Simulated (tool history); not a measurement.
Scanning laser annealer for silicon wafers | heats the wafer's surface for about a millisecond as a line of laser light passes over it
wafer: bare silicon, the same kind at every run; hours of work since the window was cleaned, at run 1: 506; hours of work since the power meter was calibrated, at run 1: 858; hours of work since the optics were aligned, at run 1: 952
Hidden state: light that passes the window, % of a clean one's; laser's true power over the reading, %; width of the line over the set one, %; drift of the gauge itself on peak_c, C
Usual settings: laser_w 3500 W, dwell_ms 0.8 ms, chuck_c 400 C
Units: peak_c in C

| run | day | laser_w | dwell_ms | chuck_c | hours of work since the window was cleaned | hours of work since the power meter was calibrated | hours of work since the optics were aligned | peak_c |
|---|---|---|---|---|---|---|---|---|
| 1 | 0 | 3500 | 0.8 | 400 | 506 | 858 | 952 | 1175 |
| 2 | 1.446 | 3500 | 0.8 | 400 | 530 | 883 | 976 | 1168 |
| 3 | 2.429 | 3500 | 0.724 | 400 | 547 | 900 | 993 | 1131 |
| 4 | 3.417 | 3500 | 0.724 | 400 | 564 | 917 | 1010 | 1130 |
| 5 | 4.633 | 3500 | 0.8 | 400 | 585 | 938 | 1031 | 1161 |
| 6 | 5.721 | 3500 | 0.826 | 400 | 604 | 956 | 1050 | 1180 |
| 7 | 6.912 | 3500 | 0.826 | 400 | 624 | 977 | 1070 | 1177 |
|  | 7.925 | optics aligned, line set to its width |
| 8 | 8.367 | 3500 | 0.8 | 375 | 646 | 998 | 8 | 1156 |
| 9 | 9.696 | 3500 | 0.8 | 400 | 668 | 1021 | 30 | 1183 |
|  | 10.062 | window over the wafer cleaned |
| 10 | 11.146 | 3500 | 0.8 | 400 | 19 | 1044 | 54 | 1205 |
| 11 | 12.383 | 3500 | 0.8 | 400 | 40 | 1066 | 75 | 1203 |
| 12 | 13.658 | 3508 | 0.8 | 400 | 62 | 1087 | 97 | 1202 |
| 13 | 14.571 | 3508 | 0.8 | 400 | 77 | 1103 | 112 | 1204 |
| 14 | 15.429 | 3508 | 0.714 | 400 | 92 | 1118 | 127 | 1154 |
| 15 | 16.242 | 3508 | 0.714 | 400 | 106 | 1132 | 141 | 1157 |
| 16 | 17.362 | 3500 | 0.788 | 400 | 125 | 1151 | 160 | 1194 |
| 17 | 18.417 | 3500 | 0.788 | 400 | 143 | 1169 | 178 | 1194 |
| 18 | 19.554 | 3123 | 0.727 | 417 | 163 | 1188 | 198 | 1085 |
| 19 | 20.608 | 3600 | 0.568 | 389 | 181 | 1206 | 216 | 1072 |
| 20 | 21.458 | 3080 | 0.64 | 422 | 195 | 1221 | 230 | 1036 |
|  | 21.667 | laser's power meter calibrated |
| 21 | 22.329 | 3080 | 0.64 | 422 | 208 | 11 | 243 | 1034 |

Run 22 comes next. What will it give?
| 22 | 23.179 | 3080 | 0.64 | 422 | 223 | 26 | 258 | ? |

peak_c: 1035 C
Without the tool's hidden state the same run would have given peak_c 1052 C.

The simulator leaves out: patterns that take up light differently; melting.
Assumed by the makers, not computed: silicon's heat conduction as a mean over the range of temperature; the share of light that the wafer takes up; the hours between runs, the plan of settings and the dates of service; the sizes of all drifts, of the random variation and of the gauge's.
